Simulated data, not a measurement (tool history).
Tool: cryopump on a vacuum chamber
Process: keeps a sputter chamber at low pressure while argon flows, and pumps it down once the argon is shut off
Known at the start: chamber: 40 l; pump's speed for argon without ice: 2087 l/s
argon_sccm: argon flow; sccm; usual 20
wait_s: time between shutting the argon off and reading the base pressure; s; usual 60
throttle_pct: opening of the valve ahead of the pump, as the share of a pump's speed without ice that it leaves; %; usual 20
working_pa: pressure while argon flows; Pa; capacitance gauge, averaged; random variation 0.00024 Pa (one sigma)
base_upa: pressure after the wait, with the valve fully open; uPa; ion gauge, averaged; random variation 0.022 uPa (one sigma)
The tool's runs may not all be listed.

Run 1, hour 0.0: usual settings. Result: working_pa 0.0827 Pa, base_upa 1.73 uPa.
Run 2, hour 18.3: usual settings but throttle_pct 42 %. Result: working_pa 0.0399 Pa, base_upa 1.80 uPa.
Run 3, hour 36.1: usual settings but throttle_pct 42 %. Result: working_pa 0.0401 Pa, base_upa 1.79 uPa.
Run 4, hour 71.6: usual settings but wait_s 51 s. Result: working_pa 0.0826 Pa, base_upa 1.99 uPa.
Run 5, hour 95.3: usual settings but wait_s 51 s. Result: working_pa 0.0828 Pa, base_upa 1.95 uPa.
Run 6, hour 130.7: usual settings but wait_s 51 s. Result: working_pa 0.0832 Pa, base_upa 1.94 uPa.
Run 7, hour 157.1: usual settings but wait_s 51 s. Result: working_pa 0.0835 Pa, base_upa 1.99 uPa.
Run 8, hour 182.2: usual settings. Result: working_pa 0.0834 Pa, base_upa 1.93 uPa.
Run 9, hour 214.8: usual settings but throttle_pct 40 %. Result: working_pa 0.0429 Pa, base_upa 1.89 uPa.
Run 10, hour 235.6: usual settings but throttle_pct 40 %. Result: working_pa 0.0427 Pa, base_upa 1.96 uPa.
Run 11, hour 265.8: usual settings but wait_s 138 s, throttle_pct 40 %. Result: working_pa 0.0433 Pa, base_upa 1.68 uPa.
Run 12, hour 284.9: usual settings but argon_sccm 17 sccm, wait_s 212 s. Result: working_pa 0.0714 Pa, base_upa 1.70 uPa.
At hour 292.5: pump warmed up, emptied and cooled again.
Run 13, hour 322.1: usual settings but wait_s 107 s. Result: working_pa 0.0812 Pa, base_upa 1.68 uPa.
Run 14, hour 345.4: usual settings but wait_s 26 s, throttle_pct 39 %. Result: working_pa 0.0417 Pa, base_upa 2.48 uPa.

The next listed run, before its measurement:
Run 15, hour 374.5: usual settings but argon_sccm 15 sccm, wait_s 26 s, throttle_pct 18 %. Result: working_pa ?, base_upa ?.

Run 15 gave working_pa 0.0679 Pa, base_upa 2.45 uPa.
Without the tool's hidden state the same run would have given working_pa 0.0676 Pa, base_upa 1.16 uPa.
